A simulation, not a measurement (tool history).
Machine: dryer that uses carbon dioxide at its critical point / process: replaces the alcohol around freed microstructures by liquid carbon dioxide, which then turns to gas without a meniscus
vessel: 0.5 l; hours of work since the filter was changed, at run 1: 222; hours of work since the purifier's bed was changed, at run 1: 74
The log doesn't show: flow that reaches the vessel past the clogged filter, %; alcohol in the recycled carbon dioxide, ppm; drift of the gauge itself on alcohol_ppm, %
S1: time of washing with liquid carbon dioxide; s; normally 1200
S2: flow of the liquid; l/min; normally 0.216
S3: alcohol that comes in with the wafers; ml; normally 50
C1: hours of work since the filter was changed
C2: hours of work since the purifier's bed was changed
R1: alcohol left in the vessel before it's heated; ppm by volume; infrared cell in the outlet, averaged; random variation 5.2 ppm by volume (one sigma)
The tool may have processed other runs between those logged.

run	hour	S1	S2	S3	C1	C2	R1
1	0	1200	0.216	50	222	74	192
2	36.5	1200	0.216	50	234	86	193
3	82.8	1200	0.216	50	249	101	217
4	124	1200	0.216	50	262	115	216
5	166.9	1200	0.315	50	276	129	75
6	214.6	1200	0.315	50	292	145	77
7	245.8	1200	0.257	50	302	155	122
8	300.1	1200	0.216	114	320	173	517
9	349.6	1200	0.216	114	336	189	549
10	390.7	1200	0.216	114	350	202	556
# hour 409.6: inlet filter changed
11	442	1200	0.216	50	11	219	187
12	477.6	780	0.216	50	22	230	1154
13	514.8	780	0.216	50	34	243	1200
14	568.9	780	0.216	50	52	260	1245
15	618.2	1200	0.241	50	68	277	164
16	667.8	1200	0.241	50	85	293	178
17	723.1	1140	0.245	85	103	311	243
18	751.2	1200	0.25	53	112	320	171
19	790.9	720	0.329	115	125	333	584
20	826.9	1920	0.216	27	137	345	151
21	866	1200	0.15	50	150	358	1191
22	913.7	900	0.15	50	165	374	3398
23	940.9	900	0.15	50	174	382	3424
24	989.2	900	0.15	50	190	398	3533

Consider 4 possible next runs. They are alternatives, not a sequence: every one starts from the tool as it was left by run 24. What does each give?
A	1037.3	1380	0.247	74	206	414	?
B	1037.3	1320	0.276	50	206	414	?
C	1037.3	1200	0.15	42	206	414	?
D	1037.3	960	0.15	50	206	414	?

run	R1
A	199
B	185
C	1111
D	2912
With no hidden state in the tool, these same runs would have given:
run	R1
A	14
B	9
C	652
D	2039
